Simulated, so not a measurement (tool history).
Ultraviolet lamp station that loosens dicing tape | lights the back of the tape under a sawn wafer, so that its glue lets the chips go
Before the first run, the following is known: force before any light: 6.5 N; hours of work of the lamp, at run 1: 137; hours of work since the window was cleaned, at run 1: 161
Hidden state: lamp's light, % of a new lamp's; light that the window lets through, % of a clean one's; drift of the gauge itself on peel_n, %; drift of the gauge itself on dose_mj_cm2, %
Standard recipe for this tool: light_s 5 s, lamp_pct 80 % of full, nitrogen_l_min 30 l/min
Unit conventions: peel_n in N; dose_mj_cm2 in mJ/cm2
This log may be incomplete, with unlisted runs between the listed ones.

run   hour  light_s  lamp_pct  nitrogen_l_min  hours of work of the lamp  hours of work since the window was cleaned  peel_n  dose_mj_cm2
  1    0.0        5        80              30                        137                                         161   0.473          378
  2   15.8        5        80              30                        147                                         172   0.473          371
  3   29.9        5        80              28                        157                                         181   0.494          378
  4   57.5        5        80              19                        175                                         199   0.668          370
  5   84.9        5        72              30                        192                                         217   0.571          335
  6  107.2        5        80              24                        207                                         231   0.566          366
  7  123.3        5        80              24                        218                                         242   0.566          368
  8  143.5        5        80              24                        231                                         255   0.569          364
  9  157.2        2        80              24                        240                                         264   2.285          145
 10  178.2        2        88              12                        253                                         278   2.786          154
 11  202.6        3        78              32                        269                                         294   1.239          212
 12  225.7        7        71              32                        284                                         309   0.350          437
 13  253.0        5        93              30                        302                                         327   0.405          410
 14  270.5        2        64              30                        314                                         338   2.606          111
 15  285.9        4        80              13                        324                                         348   1.389          280
 16  313.1        2        94              13                        342                                         366   2.645          161
 17  327.2        5        93              24                        351                                         375   0.503          396

Selected run-to-run steps in peel_n, each split into two signed amounts: the part the tool would show with no hidden state at all (from settings, incoming material and random variation), and the remainder, which goes to the hidden state together with any gauge scatter not common to the measured and the hidden-state-free results:
Run 13 -> 14: light_s 5 -> 2, lamp_pct 93 -> 64. peel_n +2.201 N: hidden state +0.250, all else +1.951.

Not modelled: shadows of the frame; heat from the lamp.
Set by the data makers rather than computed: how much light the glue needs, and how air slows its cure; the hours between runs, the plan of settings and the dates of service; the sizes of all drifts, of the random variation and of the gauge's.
